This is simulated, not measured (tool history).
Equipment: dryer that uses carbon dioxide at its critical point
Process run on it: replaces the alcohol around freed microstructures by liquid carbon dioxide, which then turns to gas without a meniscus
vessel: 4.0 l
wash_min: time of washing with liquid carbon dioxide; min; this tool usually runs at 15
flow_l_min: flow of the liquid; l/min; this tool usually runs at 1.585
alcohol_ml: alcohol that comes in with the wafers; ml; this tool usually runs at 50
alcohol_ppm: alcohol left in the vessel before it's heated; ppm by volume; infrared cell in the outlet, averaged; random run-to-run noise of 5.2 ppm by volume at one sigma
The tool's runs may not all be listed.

| run | hour | wash_min | flow_l_min | alcohol_ml | alcohol_ppm |
|---|---|---|---|---|---|
| 1 | 0.0 | 15 | 1.585 | 50 | 113 |
| 2 | 9.0 | 15 | 1.585 | 107 | 223 |
| 3 | 20.0 | 15 | 1.585 | 23 | 60 |
| 4 | 25.0 | 15 | 1.585 | 60 | 140 |
| 5 | 31.2 | 15 | 2.470 | 60 | 24 |
| 6 | 41.6 | 15 | 2.470 | 60 | 29 |
| 7 | 48.7 | 15 | 2.470 | 59 | 40 |
| 8 | 54.9 | 15 | 2.470 | 59 | 31 |
| 9 | 59.8 | 15 | 2.470 | 59 | 35 |
| 10 | 69.5 | 15 | 2.470 | 59 | 41 |
| 11 | 78.3 | 14 | 1.585 | 50 | 166 |
| 12 | 84.2 | 14 | 1.585 | 50 | 165 |
| 13 | 94.5 | 10 | 1.580 | 41 | 447 |

What will run 14 give?
| 14 | 104.5 | 10 | 1.580 | 41 | ? |

Run 14 measured alcohol_ppm 449 ppm by volume.
Minus the tool's unlogged condition, the same run would have read alcohol_ppm 402 ppm by volume.

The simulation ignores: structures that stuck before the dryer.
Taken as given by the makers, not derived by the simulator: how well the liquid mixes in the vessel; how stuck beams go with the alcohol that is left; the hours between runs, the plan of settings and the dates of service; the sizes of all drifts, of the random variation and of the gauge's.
